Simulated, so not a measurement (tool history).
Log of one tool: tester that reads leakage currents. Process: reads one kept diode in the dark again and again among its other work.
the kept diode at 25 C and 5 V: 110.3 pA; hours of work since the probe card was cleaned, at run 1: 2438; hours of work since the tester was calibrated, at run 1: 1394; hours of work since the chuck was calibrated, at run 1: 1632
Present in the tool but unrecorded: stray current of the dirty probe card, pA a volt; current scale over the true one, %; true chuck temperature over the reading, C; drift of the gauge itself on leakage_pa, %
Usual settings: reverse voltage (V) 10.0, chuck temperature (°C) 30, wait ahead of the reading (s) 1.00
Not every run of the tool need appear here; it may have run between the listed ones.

run,hour,reverse voltage (V),chuck temperature (°C),wait ahead of the reading (s),hours of work since the probe card was cleaned,hours of work since the tester was calibrated,hours of work since the chuck was calibrated,current that the tester gives (pA)
1,0.0,10.0,30,1.00,2438,1394,1632,212.81
2,259.1,10.0,30,1.00,2558,1514,1752,213.00
3,521.9,10.0,30,1.00,2680,1636,1873,213.16
4,736.7,10.0,30,1.00,2779,1735,1973,211.76
5,939.9,10.0,30,1.00,2874,1829,2067,213.74
6,1106.2,10.0,30,1.00,2951,1906,2144,212.21
7,1349.4,10.0,30,1.00,3063,2019,2257,211.01
# hour 1366.8: chuck's temperature calibrated
8,1508.2,10.0,30,1.00,3136,2092,66,212.30
9,1770.9,10.0,30,1.00,3258,2213,187,212.82
10,1994.7,10.0,30,1.00,3361,2317,291,213.75
# hour 2140.1: tester calibrated
11,2194.0,10.0,30,1.00,3453,25,382,213.41
12,2439.7,10.0,30,1.00,3567,139,496,212.57
13,2562.5,10.0,23,0.82,3624,196,553,120.83
14,2789.8,10.7,40,1.49,3729,301,659,476.90
# hour 2809.1: probe card cleaned and baked
15,3033.6,13.1,37,1.11,104,413,770,403.75
16,3164.3,3.2,29,3.92,165,473,831,134.16
17,3361.9,3.2,29,3.92,256,565,922,133.89
18,3488.6,3.2,29,3.92,315,624,981,134.49
19,3754.1,17.4,29,1.86,438,747,1104,233.34
20,3953.7,10.9,29,6.10,530,839,1197,199.17
21,4187.3,10.9,29,6.10,639,947,1305,198.53

What if the next run were any one of these 3? Each begins from the tool's condition after run 21:
A,4442.7,10.0,34,2.25,757,1066,1423,?
B,4442.7,10.9,29,1.14,757,1066,1423,?
C,4442.7,6.3,40,3.36,757,1066,1423,?

run,current that the tester gives (pA)
A,289.91
B,201.61
C,401.09
Had the tool no hidden state, the same runs would have come out as:
run,current that the tester gives (pA)
A,290.16
B,201.78
C,401.44
